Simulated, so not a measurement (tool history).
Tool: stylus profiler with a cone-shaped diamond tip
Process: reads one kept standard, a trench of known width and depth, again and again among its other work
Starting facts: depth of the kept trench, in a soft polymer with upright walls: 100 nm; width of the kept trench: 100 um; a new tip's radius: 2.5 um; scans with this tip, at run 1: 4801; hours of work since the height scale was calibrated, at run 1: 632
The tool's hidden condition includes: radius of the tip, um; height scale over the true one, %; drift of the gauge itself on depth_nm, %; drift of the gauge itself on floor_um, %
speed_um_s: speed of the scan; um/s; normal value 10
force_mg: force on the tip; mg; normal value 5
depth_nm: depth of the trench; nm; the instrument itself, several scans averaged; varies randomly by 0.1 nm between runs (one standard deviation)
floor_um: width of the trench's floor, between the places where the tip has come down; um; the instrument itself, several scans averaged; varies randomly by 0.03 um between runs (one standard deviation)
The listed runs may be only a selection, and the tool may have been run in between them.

| run | hour | speed_um_s | force_mg | scans with this tip | hours of work since the height scale was calibrated | depth_nm | floor_um |
|---|---|---|---|---|---|---|---|
| 1 | 0 | 10 | 5 | 4801 | 632 | 102.75 | 98.26 |
| 2 | 29.6 | 10 | 5 | 4900 | 645 | 102.45 | 98.25 |
| 3 | 55.4 | 10 | 5 | 4985 | 657 | 102.84 | 98.27 |
| 4 | 71.7 | 2 | 5 | 5039 | 664 | 102.86 | 98.34 |
| 5 | 88.6 | 2 | 5 | 5095 | 671 | 102.7 | 98.25 |
| 6 | 113.3 | 2 | 5 | 5177 | 682 | 102.72 | 98.27 |
| 7 | 140.5 | 16 | 5 | 5268 | 694 | 102.68 | 98.26 |
| 8 | 168.9 | 10 | 11.79 | 5362 | 706 | 104.57 | 98.33 |
| 9 | 188.5 | 3 | 2.27 | 5427 | 715 | 101.9 | 98.27 |
| 10 | 209.4 | 7 | 7.4 | 5496 | 724 | 103.48 | 98.16 |
| 11 | 237.7 | 9 | 10.36 | 5590 | 736 | 104.23 | 98.25 |
| 12 | 258.7 | 2 | 10.36 | 5660 | 745 | 104.16 | 98.23 |
| 13 | 273.7 | 2 | 8.81 | 5710 | 752 | 103.82 | 98.21 |
| 14 | 299.6 | 12 | 11.16 | 5796 | 763 | 104.5 | 98.24 |
| 15 | 324.8 | 12 | 11.16 | 5879 | 774 | 104.43 | 98.21 |
| 16 | 355.6 | 12 | 11.16 | 5982 | 788 | 104.67 | 98.22 |

Each row is a separate what-if for the run after 16, all from the same tool condition, not one after another. Results?
| A | 382 | 2 | 5 | 6069 | 799 | ? | ? |
| B | 382 | 3 | 13.87 | 6069 | 799 | ? | ? |
| C | 382 | 26 | 7.01 | 6069 | 799 | ? | ? |
| D | 382 | 5 | 8.47 | 6069 | 799 | ? | ? |
| E | 382 | 37 | 6.3 | 6069 | 799 | ? | ? |

| run | depth_nm | floor_um |
|---|---|---|
| A | 102.81 | 98.23 |
| B | 105.32 | 98.18 |
| C | 103.4 | 98.18 |
| D | 103.71 | 98.26 |
| E | 103.01 | 98.16 |
The same runs, with their run-to-run variation unchanged, on a tool lacking any hidden condition would have given:
| run | depth_nm | floor_um |
|---|---|---|
| A | 102.37 | 98.62 |
| B | 104.87 | 98.56 |
| C | 102.95 | 98.56 |
| D | 103.26 | 98.64 |
| E | 102.57 | 98.54 |

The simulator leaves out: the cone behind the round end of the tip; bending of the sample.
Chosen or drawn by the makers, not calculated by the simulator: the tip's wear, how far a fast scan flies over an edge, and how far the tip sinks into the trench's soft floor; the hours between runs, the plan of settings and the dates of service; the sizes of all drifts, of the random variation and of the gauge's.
